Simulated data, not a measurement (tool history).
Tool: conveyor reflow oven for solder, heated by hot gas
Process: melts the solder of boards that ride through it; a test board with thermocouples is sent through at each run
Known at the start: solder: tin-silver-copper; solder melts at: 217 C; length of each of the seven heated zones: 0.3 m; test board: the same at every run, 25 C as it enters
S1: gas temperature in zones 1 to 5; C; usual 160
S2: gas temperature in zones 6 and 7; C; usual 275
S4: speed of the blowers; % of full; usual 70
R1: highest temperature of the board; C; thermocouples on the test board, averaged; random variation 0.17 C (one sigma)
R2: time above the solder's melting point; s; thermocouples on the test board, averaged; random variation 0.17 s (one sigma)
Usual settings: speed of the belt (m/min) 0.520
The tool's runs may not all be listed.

run 1 hour=0.0 | S1=160 S2=275 speed_of_the_belt_(m/min)=0.520 S4=70 | R1=251.0 R2=45.3
run 2 hour=85.0 | S1=160 S2=275 speed_of_the_belt_(m/min)=0.520 S4=70 | R1=250.9 R2=45.2
run 3 hour=143.6 | S1=160 S2=275 speed_of_the_belt_(m/min)=0.520 S4=70 | R1=251.0 R2=45.0
run 4 hour=220.3 | S1=160 S2=275 speed_of_the_belt_(m/min)=0.520 S4=70 | R1=251.0 R2=45.3
-- hour=232.6 flux residue cleaned out of gas plates and filters
run 5 hour=267.5 | S1=160 S2=275 speed_of_the_belt_(m/min)=0.520 S4=70 | R1=251.9 R2=46.2
run 6 hour=332.8 | S1=160 S2=275 speed_of_the_belt_(m/min)=0.520 S4=70 | R1=251.8 R2=46.1
run 7 hour=384.5 | S1=160 S2=275 speed_of_the_belt_(m/min)=0.520 S4=70 | R1=251.8 R2=46.3
run 8 hour=429.1 | S1=160 S2=287 speed_of_the_belt_(m/min)=0.520 S4=70 | R1=261.5 R2=52.1
run 9 hour=496.1 | S1=160 S2=287 speed_of_the_belt_(m/min)=0.520 S4=70 | R1=261.4 R2=52.3
-- hour=552.9 flux residue cleaned out of gas plates and filters
run 10 hour=584.2 | S1=160 S2=287 speed_of_the_belt_(m/min)=0.520 S4=70 | R1=262.7 R2=52.8
-- hour=595.3 belt drive overhauled, speed set with a stopwatch
run 11 hour=672.4 | S1=160 S2=287 speed_of_the_belt_(m/min)=0.520 S4=72 | R1=263.5 R2=53.7
run 12 hour=724.4 | S1=160 S2=287 speed_of_the_belt_(m/min)=0.520 S4=72 | R1=263.2 R2=53.7
run 13 hour=767.9 | S1=160 S2=275 speed_of_the_belt_(m/min)=0.520 S4=70 | R1=252.6 R2=47.0
run 14 hour=830.6 | S1=160 S2=275 speed_of_the_belt_(m/min)=0.520 S4=70 | R1=252.2 R2=47.2
-- hour=882.5 flux residue cleaned out of gas plates and filters
run 15 hour=913.0 | S1=160 S2=275 speed_of_the_belt_(m/min)=0.520 S4=70 | R1=253.2 R2=47.7
-- hour=971.5 belt drive overhauled, speed set with a stopwatch, once more
run 16 hour=982.7 | S1=154 S2=271 speed_of_the_belt_(m/min)=0.520 S4=70 | R1=247.9 R2=41.7
run 17 hour=1054.4 | S1=152 S2=271 speed_of_the_belt_(m/min)=0.520 S4=55 | R1=240.5 R2=33.7
-- hour=1068.4 thermocouples of zones 6 and 7 changed
run 18 hour=1129.5 | S1=155 S2=275 speed_of_the_belt_(m/min)=0.606 S4=70 | R1=241.1 R2=29.7
run 19 hour=1193.1 | S1=155 S2=275 speed_of_the_belt_(m/min)=0.606 S4=70 | R1=240.6 R2=29.5
-- hour=1212.7 flux residue cleaned out of gas plates and filters
run 20 hour=1274.4 | S1=158 S2=275 speed_of_the_belt_(m/min)=0.469 S4=70 | R1=254.3 R2=53.4
run 21 hour=1318.4 | S1=160 S2=288 speed_of_the_belt_(m/min)=0.520 S4=70 | R1=261.4 R2=52.4
run 22 hour=1360.2 | S1=175 S2=277 speed_of_the_belt_(m/min)=0.492 S4=55 | R1=252.2 R2=52.9
run 23 hour=1441.0 | S1=175 S2=277 speed_of_the_belt_(m/min)=0.492 S4=61 | R1=254.1 R2=55.2
run 24 hour=1484.7 | S1=156 S2=280 speed_of_the_belt_(m/min)=0.612 S4=57 | R1=238.6 R2=27.0
-- hour=1535.0 flux residue cleaned out of gas plates and filters
run 25 hour=1550.4 | S1=156 S2=280 speed_of_the_belt_(m/min)=0.612 S4=57 | R1=239.9 R2=28.0
run 26 hour=1612.5 | S1=173 S2=280 speed_of_the_belt_(m/min)=0.615 S4=57 | R1=244.7 R2=35.7
run 27 hour=1676.4 | S1=169 S2=275 speed_of_the_belt_(m/min)=0.432 S4=70 | R1=259.7 R2=66.5
run 28 hour=1725.1 | S1=160 S2=280 speed_of_the_belt_(m/min)=0.520 S4=70 | R1=255.3 R2=48.6
run 29 hour=1797.6 | S1=160 S2=280 speed_of_the_belt_(m/min)=0.520 S4=70 | R1=254.6 R2=48.5
run 30 hour=1837.3 | S1=160 S2=269 speed_of_the_belt_(m/min)=0.535 S4=70 | R1=244.7 R2=39.3

Some steps in R1 between neighbouring runs. How much of each would the tool show without its hidden state too (settings, what came in, random variation), and how much is left for the hidden state, with any gauge scatter that isn't in both results?
The hidden state here: heat that the gas passes to the board, % of a clean oven's; belt's true speed, % of the reading; true gas temperature in zones 6 and 7 over the reading, C; drift of the gauge itself on peak_c, C; drift of the gauge itself on liquid_s, %.
Run 17 -> 18: S1 152 -> 155, S2 271 -> 275, speed of the belt (m/min) 0.520 -> 0.606, S4 55 -> 70, thermocouples of zones 6 and 7 changed. R1 +0.6 C: hidden state -3.0, all else +3.6.
Run 19 -> 20: S1 155 -> 158, speed of the belt (m/min) 0.606 -> 0.469, flux residue cleaned out of gas plates and filters. R1 +13.7 C: hidden state +1.5, all else +12.2.
Run 23 -> 24: S1 175 -> 156, S2 277 -> 280, speed of the belt (m/min) 0.492 -> 0.612, S4 61 -> 57. R1 -15.5 C: hidden state -0.3, all else -15.2.
Run 24 -> 25: flux residue cleaned out of gas plates and filters. R1 +1.3 C: hidden state +1.2, all else +0.1.
Run 26 -> 27: S1 173 -> 169, S2 280 -> 275, speed of the belt (m/min) 0.615 -> 0.432, S4 57 -> 70. R1 +15.0 C: hidden state +0.0, all else +15.0.
